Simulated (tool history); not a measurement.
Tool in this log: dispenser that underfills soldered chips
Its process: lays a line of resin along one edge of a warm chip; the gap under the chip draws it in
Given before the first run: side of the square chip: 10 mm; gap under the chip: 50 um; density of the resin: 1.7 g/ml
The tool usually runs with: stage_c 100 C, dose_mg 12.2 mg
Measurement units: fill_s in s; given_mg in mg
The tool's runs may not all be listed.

{"run": 1, "hour": 0.0, "stage_c": 100, "dose_mg": 12.2, "fill_s": 101.7, "given_mg": 12.06}
{"run": 2, "hour": 5.3, "stage_c": 100, "dose_mg": 12.2, "fill_s": 133.6, "given_mg": 12.09}
{"hour": 13.9, "done": "new syringe of resin"}
{"run": 3, "hour": 14.7, "stage_c": 100, "dose_mg": 13.2, "fill_s": 93.1, "given_mg": 13.04}
{"run": 4, "hour": 20.5, "stage_c": 100, "dose_mg": 13.2, "fill_s": 128.9, "given_mg": 12.97}
{"run": 5, "hour": 29.2, "stage_c": 87, "dose_mg": 13.2, "fill_s": 374.9, "given_mg": 12.98}
{"hour": 30.2, "done": "new syringe of resin"}
{"run": 6, "hour": 36.8, "stage_c": 87, "dose_mg": 13.2, "fill_s": 234.6, "given_mg": 12.97}
{"run": 7, "hour": 42.4, "stage_c": 87, "dose_mg": 13.2, "fill_s": 322.5, "given_mg": 12.95}

Run 8, settings as shown, results not yet in. Your forecast:
{"hour": 46.3, "done": "new syringe of resin"}
{"run": 8, "hour": 48.0, "stage_c": 100, "dose_mg": 14.6, "fill_s": "?", "given_mg": "?"}

fill_s: 97.4 s
given_mg: 14.32 mg
Minus the tool's unlogged condition, the same run would have read fill_s 88.6 s, given_mg 14.63 mg.

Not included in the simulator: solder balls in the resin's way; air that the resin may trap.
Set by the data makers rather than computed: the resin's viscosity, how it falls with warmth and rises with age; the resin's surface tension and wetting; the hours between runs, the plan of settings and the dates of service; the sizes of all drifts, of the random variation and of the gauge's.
